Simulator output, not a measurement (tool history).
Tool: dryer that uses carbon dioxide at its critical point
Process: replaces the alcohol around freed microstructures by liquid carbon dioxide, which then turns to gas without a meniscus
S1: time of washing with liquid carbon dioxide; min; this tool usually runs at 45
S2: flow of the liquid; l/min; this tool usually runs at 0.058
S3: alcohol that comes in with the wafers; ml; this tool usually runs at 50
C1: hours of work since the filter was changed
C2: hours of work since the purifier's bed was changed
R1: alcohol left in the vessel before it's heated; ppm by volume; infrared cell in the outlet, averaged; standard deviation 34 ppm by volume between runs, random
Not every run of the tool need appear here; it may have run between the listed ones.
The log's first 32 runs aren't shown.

run   hour  S1      S2   S3   C1   C2     R1
 33  472.4  58  0.0413  115   73  442   9115
 34  494.2  58  0.0413  115   82  451   9507
 35  508.3  58  0.0413  115   87  456   9460
 36  520.3  45  0.0389   50   92  461   9929
 37  533.5  34  0.0734   52   97  466   3440
 38  549.9  45   0.084   50  104  472    609
 39  571.8  45   0.084   50  112  481    623
 40  585.8  42  0.0408  107  118  486  22941
 41  602.5  36  0.0706   32  124  493   2157
 42  611.7  70  0.0678   65  128  496    285
 43  631.2  70  0.0678   65  135  504    284
 44  641.8  70  0.0678   65  139  508    282
 45  654.5  70  0.0678   65  144  513    298
 46  673.4  45  0.0374   61  152  520  14914
 47  685.5  45  0.0374   35  156  525   8546

Branching from run 47: 4 alternative next runs. What would each branch give?
  A  696.8  50  0.0393  48  161  530   ?
  B  696.8  45  0.0941  35  161  530   ?
  C  696.8  45   0.073  50  161  530   ?
  D  696.8  45  0.0493  41  161  530   ?

run    R1
  A  8134
  B   303
  C  1418
  D  4980
Had the tool no hidden state, the same runs would have come out as:
run    R1
  A  5891
  B   129
  C   790
  D  3433
